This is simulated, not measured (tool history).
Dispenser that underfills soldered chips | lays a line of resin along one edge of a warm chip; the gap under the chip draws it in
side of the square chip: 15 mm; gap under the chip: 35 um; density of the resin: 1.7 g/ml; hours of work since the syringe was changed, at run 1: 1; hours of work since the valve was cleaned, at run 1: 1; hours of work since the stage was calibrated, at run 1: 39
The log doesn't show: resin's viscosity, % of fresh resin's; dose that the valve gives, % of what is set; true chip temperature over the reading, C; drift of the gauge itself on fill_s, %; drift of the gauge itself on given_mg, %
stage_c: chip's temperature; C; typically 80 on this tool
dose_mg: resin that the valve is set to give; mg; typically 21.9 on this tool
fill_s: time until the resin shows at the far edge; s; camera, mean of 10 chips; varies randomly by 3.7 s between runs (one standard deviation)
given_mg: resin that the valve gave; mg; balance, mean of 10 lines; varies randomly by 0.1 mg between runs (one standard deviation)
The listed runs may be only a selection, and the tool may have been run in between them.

run	hour	stage_c	dose_mg	hours of work since the syringe was changed	hours of work since the valve was cleaned	hours of work since the stage was calibrated	fill_s	given_mg
1	0	80	21.9	1	1	39	393.8	22.26
2	14.6	80	21.9	12	12	50	698.2	21.63
# hour 15.8: new syringe of resin
3	26.5	80	21.9	8	20	59	594.2	21.45
# hour 32.2: new syringe of resin
4	39.6	80	25.2	6	30	68	513.3	24.76
# hour 48.7: new syringe of resin
5	52.2	80	21.9	3	39	78	437.7	21.14
6	62.9	80	21.9	11	48	86	668.4	21.09
# hour 65.8: new syringe of resin
7	76.4	80	21.9	8	58	96	576.7	20.96
# hour 82.4: new syringe of resin
8	84.6	80	21.9	2	64	102	425.6	20.43
# hour 98.4: new syringe of resin
9	98.4	80	21.9	0	74	112	384.4	20.46
10	104.8	73	21.9	5	79	117	717.7	20.6
# hour 114.8: new syringe of resin
11	117.7	73	21.9	2	88	126	624.9	20.44
12	125.1	73	21.9	8	94	132	854.3	20.07
# hour 131.1: new syringe of resin
13	136.9	78	21.9	4	103	141	540.6	20.12
14	144	66	21.9	10	108	146	1341.3	20.03
# hour 147.2: new syringe of resin
15	151.9	66	21.9	4	114	152	979.1	19.84
# hour 163.7: new syringe of resin
16	168	66	21.9	3	126	164	967.9	19.66
# hour 173: dispensing valve cleaned and set on the balance
17	178	85	26.9	10	4	171	520	26.8
# hour 181.6: new syringe of resin
18	188.7	70	24.1	5	12	178	878.1	23.86
19	196.7	70	24.1	11	18	185	1184.5	23.56
# hour 198: new syringe of resin
20	203.4	70	24.1	4	23	189	786	23.88
# hour 214.1: new syringe of resin
21	214.8	74	21.9	1	31	198	555.3	21.16

Run 22, settings as shown, results not yet in. Your forecast:
22	227.7	71	27.4	10	41	208	?	?

{"run 22": {"fill_s": 1064.2, "given_mg": 26.34}}
Had the tool carried no hidden state, the very same run would have given fill_s 577.8 s, given_mg 27.28 mg.
